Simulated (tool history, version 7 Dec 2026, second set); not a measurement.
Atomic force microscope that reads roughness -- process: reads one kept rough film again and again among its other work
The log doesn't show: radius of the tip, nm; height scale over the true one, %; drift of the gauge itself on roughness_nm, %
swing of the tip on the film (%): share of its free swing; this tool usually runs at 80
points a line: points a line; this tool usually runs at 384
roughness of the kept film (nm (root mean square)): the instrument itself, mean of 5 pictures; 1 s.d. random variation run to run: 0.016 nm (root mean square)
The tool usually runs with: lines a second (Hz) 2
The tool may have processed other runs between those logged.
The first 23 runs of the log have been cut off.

run    hour  lines a second (Hz)  swing of the tip on the film (%)  points a line  pictures with this tip  hours of work since the height scale was calibrated  roughness of the kept film (nm (root mean square))
 24  1303.5                 2.77                                83            319                     259                                                  888                                               2.813
     1315.6  -- new tip fitted
 25    1369                 2.77                                83            319                      44                                                  923                                               3.382
 26  1421.5                 2.77                                83            319                      88                                                  952                                               3.214
 27  1462.9                 2.33                                83            397                     123                                                  974                                               3.291
 28    1530                 3.43                                71            384                     179                                                 1011                                               3.306
 29  1607.8                 3.43                                71            384                     243                                                 1053                                               3.127
     1642.3  -- new tip fitted
 30  1663.1                 3.43                                71            566                      17                                                 1082                                               3.807
 31    1740                 2.09                                87           1009                      81                                                 1124                                                3.35
 32  1813.8                  2.5                                67            525                     143                                                 1164                                               3.697
 33  1856.1                  2.5                                67            525                     178                                                 1187                                               3.589
 34  1922.6                 3.99                                56            537                     233                                                 1223                                               3.541
 35  1961.6                 0.73                                82            384                     266                                                 1244                                               3.546

Branching from run 35: 5 alternative next runs. What would each branch give?
     1967.4  -- new tip fitted
  A  2040.5                 0.68                                61            630                      61                                                 1286                                                   ?
     1967.4  -- new tip fitted
  B  2040.5                 1.25                                71            384                      61                                                 1286                                                   ?
     1967.4  -- new tip fitted
  C  2040.5                 0.73                                65            348                      61                                                 1286                                                   ?
     1967.4  -- new tip fitted
  D  2040.5                 1.49                                59            594                      61                                                 1286                                                   ?
     1967.4  -- new tip fitted
  E  2040.5                  3.5                                58            341                      61                                                 1286                                                   ?

run  roughness of the kept film (nm (root mean square))
  A                                                4.44
  B                                               4.156
  C                                               4.352
  D                                               4.298
  E                                               4.085
Stripped of hidden state, with their random variation kept, the same runs would have yielded:
run  roughness of the kept film (nm (root mean square))
  A                                               4.748
  B                                               4.444
  C                                               4.654
  D                                               4.597
  E                                               4.368
